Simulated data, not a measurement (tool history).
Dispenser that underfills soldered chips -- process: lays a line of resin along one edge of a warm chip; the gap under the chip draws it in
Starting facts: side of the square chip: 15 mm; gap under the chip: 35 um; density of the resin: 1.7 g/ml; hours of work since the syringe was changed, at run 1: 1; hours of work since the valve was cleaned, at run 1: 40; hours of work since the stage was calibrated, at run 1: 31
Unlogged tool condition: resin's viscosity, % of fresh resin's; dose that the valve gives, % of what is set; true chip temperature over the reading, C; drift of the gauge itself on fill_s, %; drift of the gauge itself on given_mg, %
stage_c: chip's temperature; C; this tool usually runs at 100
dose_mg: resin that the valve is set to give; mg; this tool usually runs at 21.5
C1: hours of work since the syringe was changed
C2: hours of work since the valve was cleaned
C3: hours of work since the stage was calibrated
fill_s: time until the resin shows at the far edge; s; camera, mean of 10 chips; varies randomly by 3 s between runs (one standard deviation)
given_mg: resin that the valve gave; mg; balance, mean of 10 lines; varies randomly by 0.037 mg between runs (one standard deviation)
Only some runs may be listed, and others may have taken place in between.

run 1 hour=0.0 | stage_c=100 dose_mg=21.5 | C1=1 C2=40 C3=31 | fill_s=326.2 given_mg=21.01
run 2 hour=3.2 | stage_c=100 dose_mg=21.5 | C1=3 C2=42 C3=33 | fill_s=348.2 given_mg=21.04
run 3 hour=8.2 | stage_c=100 dose_mg=21.5 | C1=7 C2=45 C3=37 | fill_s=410.9 given_mg=20.96
run 4 hour=10.7 | stage_c=100 dose_mg=21.5 | C1=9 C2=47 C3=38 | fill_s=437.8 given_mg=20.96
-- hour=14.1 new syringe of resin
run 5 hour=15.7 | stage_c=113 dose_mg=21.5 | C1=1 C2=50 C3=42 | fill_s=191.1 given_mg=20.88
run 6 hour=21.3 | stage_c=113 dose_mg=21.5 | C1=5 C2=54 C3=46 | fill_s=227.1 given_mg=20.83
run 7 hour=24.2 | stage_c=113 dose_mg=21.5 | C1=7 C2=57 C3=48 | fill_s=242.8 given_mg=20.82
run 8 hour=27.6 | stage_c=104 dose_mg=21.5 | C1=10 C2=59 C3=50 | fill_s=381.1 given_mg=20.79
-- hour=29.8 new syringe of resin
run 9 hour=30.6 | stage_c=100 dose_mg=21.5 | C1=1 C2=61 C3=52 | fill_s=314.5 given_mg=20.82
-- hour=32.1 dispensing valve cleaned and set on the balance
run 10 hour=35.0 | stage_c=100 dose_mg=21.5 | C1=3 C2=2 C3=55 | fill_s=344.5 given_mg=21.60
run 11 hour=39.0 | stage_c=100 dose_mg=21.5 | C1=6 C2=5 C3=57 | fill_s=390.1 given_mg=21.47
run 12 hour=45.1 | stage_c=100 dose_mg=21.5 | C1=10 C2=9 C3=62 | fill_s=451.6 given_mg=21.49
-- hour=46.6 new syringe of resin
run 13 hour=47.9 | stage_c=100 dose_mg=21.5 | C1=1 C2=11 C3=63 | fill_s=324.7 given_mg=21.41
run 14 hour=53.5 | stage_c=100 dose_mg=21.5 | C1=5 C2=15 C3=67 | fill_s=383.6 given_mg=21.37
run 15 hour=59.1 | stage_c=100 dose_mg=21.5 | C1=9 C2=19 C3=71 | fill_s=443.0 given_mg=21.31
-- hour=62.3 new syringe of resin
run 16 hour=65.0 | stage_c=100 dose_mg=21.5 | C1=2 C2=23 C3=75 | fill_s=324.8 given_mg=21.35
run 17 hour=69.1 | stage_c=100 dose_mg=20.3 | C1=5 C2=26 C3=78 | fill_s=369.9 given_mg=20.13
run 18 hour=72.2 | stage_c=98 dose_mg=21.5 | C1=7 C2=28 C3=80 | fill_s=436.9 given_mg=21.28
run 19 hour=74.9 | stage_c=95 dose_mg=27.5 | C1=9 C2=30 C3=82 | fill_s=537.5 given_mg=27.15
-- hour=77.9 new syringe of resin
run 20 hour=77.9 | stage_c=92 dose_mg=21.5 | C1=0 C2=32 C3=84 | fill_s=436.8 given_mg=21.20
run 21 hour=82.4 | stage_c=106 dose_mg=21.9 | C1=3 C2=35 C3=87 | fill_s=269.7 given_mg=21.61
run 22 hour=87.8 | stage_c=86 dose_mg=20.9 | C1=7 C2=39 C3=91 | fill_s=755.2 given_mg=20.61
run 23 hour=92.7 | stage_c=86 dose_mg=20.9 | C1=11 C2=42 C3=95 | fill_s=887.2 given_mg=20.58

Run 24 has not been measured yet. What should we expect?
-- hour=93.5 new syringe of resin
run 24 hour=96.5 | stage_c=92 dose_mg=20.5 | C1=2 C2=45 C3=97 | fill_s=? given_mg=?

{"run 24": {"fill_s": 482.8, "given_mg": 20.13}}
Had the tool carried no hidden state, the very same run would have given fill_s 426.9 s, given_mg 20.50 mg.
